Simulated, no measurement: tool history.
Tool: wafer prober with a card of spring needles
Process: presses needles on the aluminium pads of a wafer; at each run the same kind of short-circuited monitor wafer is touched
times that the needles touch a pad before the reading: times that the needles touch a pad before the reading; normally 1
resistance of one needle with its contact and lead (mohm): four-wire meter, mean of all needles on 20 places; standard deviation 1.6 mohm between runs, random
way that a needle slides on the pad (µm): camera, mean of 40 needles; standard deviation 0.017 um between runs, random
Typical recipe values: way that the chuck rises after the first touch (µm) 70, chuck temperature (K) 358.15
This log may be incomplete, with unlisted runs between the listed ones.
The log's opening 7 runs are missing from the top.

run	day	way that the chuck rises after the first touch (µm)	chuck temperature (K)	times that the needles touch a pad before the reading	touches since the tips were cleaned	cleanings since the card got new needles	touches since the first contact's height was set	resistance of one needle with its contact and lead (mohm)	way that a needle slides on the pad (µm)
# day 3.554: tips cleaned on abrasive film
# day 3.925: tips cleaned on abrasive film
# day 3.983: height of the first contact set anew
8	4.067	69	354.15	1	1499	33	958	273	9.84
# day 4.312: tips cleaned on abrasive film
9	4.354	69	354.15	1	478	34	4238	207	9.84
# day 4.642: tips cleaned on abrasive film
10	4.7	69	354.15	1	644	35	8185	211	9.82
# day 4.988: tips cleaned on abrasive film
11	5.229	69	354.15	1	2831	36	14283	316	9.85
# day 5.312: tips cleaned on abrasive film
12	5.575	69	354.15	2	3068	37	18239	252	9.83
# day 5.642: tips cleaned on abrasive film
# day 5.996: tips cleaned on abrasive film
13	6.083	69	354.15	2	983	39	23982	199	9.79
# day 6.329: tips cleaned on abrasive film
# day 6.65: tips cleaned on abrasive film
14	6.65	69	354.15	2	0	41	30454	162	9.81
# day 6.996: tips cleaned on abrasive film
15	7.167	72	358.15	1	1981	42	36381	275	10.22
# day 7.329: tips cleaned on abrasive film
16	7.508	72	358.15	1	2028	43	40257	280	10.21
# day 7.696: tips cleaned on abrasive film
# day 8.046: tips cleaned on abrasive film
17	8.05	63	300.15	1	45	45	46451	169	8.92
# day 8.392: tips cleaned on abrasive film
18	8.575	63	300.15	1	2129	46	52469	340	8.91
# day 8.75: tips cleaned on abrasive film
# day 9.1: tips cleaned on abrasive film
19	9.221	73	380.15	2	1382	48	59837	208	10.34
# day 9.433: tips cleaned on abrasive film
20	9.5	75	330.15	1	777	49	63010	216	10.61
# day 9.762: tips cleaned on abrasive film
# day 10.067: height of the first contact set anew
21	10.075	81	378.15	2	3476	50	108	233	11.53
# day 10.129: tips cleaned on abrasive film
# day 10.483: tips cleaned on abrasive film
22	10.7	73	358.15	2	2509	52	7249	239	10.38
# day 10.804: tips cleaned on abrasive film
23	11.017	58	377.15	2	2471	53	10854	287	8.23
# day 11.146: tips cleaned on abrasive film
24	11.412	70	313.15	1	3104	54	15381	325	9.95
# day 11.483: tips cleaned on abrasive film
# day 11.817: tips cleaned on abrasive film
25	12.075	70	334.15	3	2978	56	22954	210	9.96
# day 12.142: tips cleaned on abrasive film
# day 12.488: tips cleaned on abrasive film
26	12.512	70	306.15	1	299	58	27914	187	9.95
# day 12.829: tips cleaned on abrasive film
27	12.996	81	341.15	2	1933	59	33434	205	11.51
# day 13.162: tips cleaned on abrasive film
# day 13.496: tips cleaned on abrasive film
28	13.592	81	341.15	2	1095	61	40223	192	11.5
# day 13.817: tips cleaned on abrasive film
# day 14.167: tips cleaned on abrasive film
29	14.25	81	341.15	2	984	63	47755	185	11.5
# day 14.529: tips cleaned on abrasive film
30	14.608	51	358.15	2	907	64	51827	257	7.2
# day 14.862: tips cleaned on abrasive film
31	15.083	54	358.15	2	2569	65	57280	309	7.61

Forecast each of these 3 alternatives for the next run:
# day 15.183: tips cleaned on abrasive film
# day 15.562: tips cleaned on abrasive film
A	15.712	64	385.15	1	1751	67	64455	?	?
# day 15.183: tips cleaned on abrasive film
# day 15.562: tips cleaned on abrasive film
B	15.712	70	358.15	1	1751	67	64455	?	?
# day 15.183: tips cleaned on abrasive film
# day 15.562: tips cleaned on abrasive film
C	15.712	70	363.15	1	1751	67	64455	?	?

run	resistance of one needle with its contact and lead (mohm)	way that a needle slides on the pad (µm)
A	308	8.99
B	287	9.87
C	287	9.9
What these runs would have given with no unlogged condition in the tool:
run	resistance of one needle with its contact and lead (mohm)	way that a needle slides on the pad (µm)
A	154	9.09
B	149	9.97
C	150	10
